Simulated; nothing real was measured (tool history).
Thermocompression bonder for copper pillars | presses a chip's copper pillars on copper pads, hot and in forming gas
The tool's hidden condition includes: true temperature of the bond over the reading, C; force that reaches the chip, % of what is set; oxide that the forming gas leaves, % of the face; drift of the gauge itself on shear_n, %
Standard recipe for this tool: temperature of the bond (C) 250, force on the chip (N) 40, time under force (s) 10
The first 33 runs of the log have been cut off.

run    hour  temperature of the bond (C)  force on the chip (N)  time under force (s)  hours of work since the heater was calibrated  hours of work since the force cell was calibrated  hours of work since the gas filter was changed  force that shears a chip off (N)
 34  2012.9                          272                     45                    24                                            860                                                860                                             409                             132.0
 35  2062.5                          272                     38                    24                                            881                                                881                                             429                             128.5
     2114.2  -- forming gas filter changed
 36  2119.5                          240                     29                     9                                            904                                                904                                               2                              77.2
     2166.5  -- heater calibrated with a thermocouple chip
 37  2179.0                          239                     30                     6                                              5                                                928                                              26                              63.8
 38  2216.6                          243                     32                     6                                             21                                                944                                              42                              68.0
 39  2296.2                          250                     49                    10                                             54                                                977                                              75                             101.8
 40  2378.2                          252                     40                    10                                             88                                               1011                                             109                              96.7
 41  2444.1                          228                     40                     5                                            115                                               1038                                             136                              60.2

Branching from run 41: 3 alternative next runs. What would each branch give?
  A  2486.5                          228                     40                     5                                            133                                               1056                                             154                                 ?
  B  2486.5                          228                     28                     7                                            133                                               1056                                             154                                 ?
  C  2486.5                          260                     32                    10                                            133                                               1056                                             154                                 ?

run  force that shears a chip off (N)
  A                              60.0
  B                              57.8
  C                              94.1
With no hidden state in the tool, these same runs would have given:
run  force that shears a chip off (N)
  A                              61.5
  B                              59.3
  C                              96.2
